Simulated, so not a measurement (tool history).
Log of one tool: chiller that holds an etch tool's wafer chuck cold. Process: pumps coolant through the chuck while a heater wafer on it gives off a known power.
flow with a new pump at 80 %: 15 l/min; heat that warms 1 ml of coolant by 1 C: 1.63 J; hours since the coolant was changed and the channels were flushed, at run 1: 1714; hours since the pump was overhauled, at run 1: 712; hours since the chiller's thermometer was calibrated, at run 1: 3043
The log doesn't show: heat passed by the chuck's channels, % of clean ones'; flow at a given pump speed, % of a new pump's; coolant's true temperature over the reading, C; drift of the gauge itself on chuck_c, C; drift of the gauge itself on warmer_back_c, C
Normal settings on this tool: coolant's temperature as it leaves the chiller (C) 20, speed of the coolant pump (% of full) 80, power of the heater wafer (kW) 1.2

run	day	coolant's temperature as it leaves the chiller (C)	speed of the coolant pump (% of full)	power of the heater wafer (kW)	hours since the coolant was changed and the channels were flushed	hours since the pump was overhauled	hours since the chiller's thermometer was calibrated	chuck's temperature once it has settled (K)	how much warmer the coolant comes back (C)
1	0	20	80	1.2	1714	712	3043	302.95	2.94
2	4.558	20	80	1.2	1824	822	3153	303.05	2.98
3	11.683	21	80	1.2	1995	993	3324	303.85	3
4	18.042	20	80	1.2	2147	1145	3476	302.75	3.03
5	22	20	80	1.2	2242	1240	3571	302.85	3
6	27.617	20	80	1.2	2377	1375	3706	302.95	3.01
7	32.567	23	80	1.2	2496	1494	3825	305.85	3.07
8	37.733	20	80	1.2	2620	1618	3949	302.85	3.03
9	43.2	13	80	1.2	2751	1749	4080	295.95	3.14
10	50.15	20	80	1.332	2918	1916	4247	304.05	3.44
11	56.846	20	80	0.823	3079	2077	4408	299.85	2.25
12	62.012	26	80	0.823	3203	2201	4532	305.75	2.26

Run 13 is up next; what results do you expect?
13	67.088	26	63	0.823	3324	2322	4653	?	?

{"run 13": {"chuck's temperature once it has settled (K)": 307.45, "how much warmer the coolant comes back (C)": 2.9}}
Take away the tool's hidden state, keep the run-to-run variation as it was, and the same run would have given chuck's temperature once it has settled (K) 307.35, how much warmer the coolant comes back (C) 2.68.
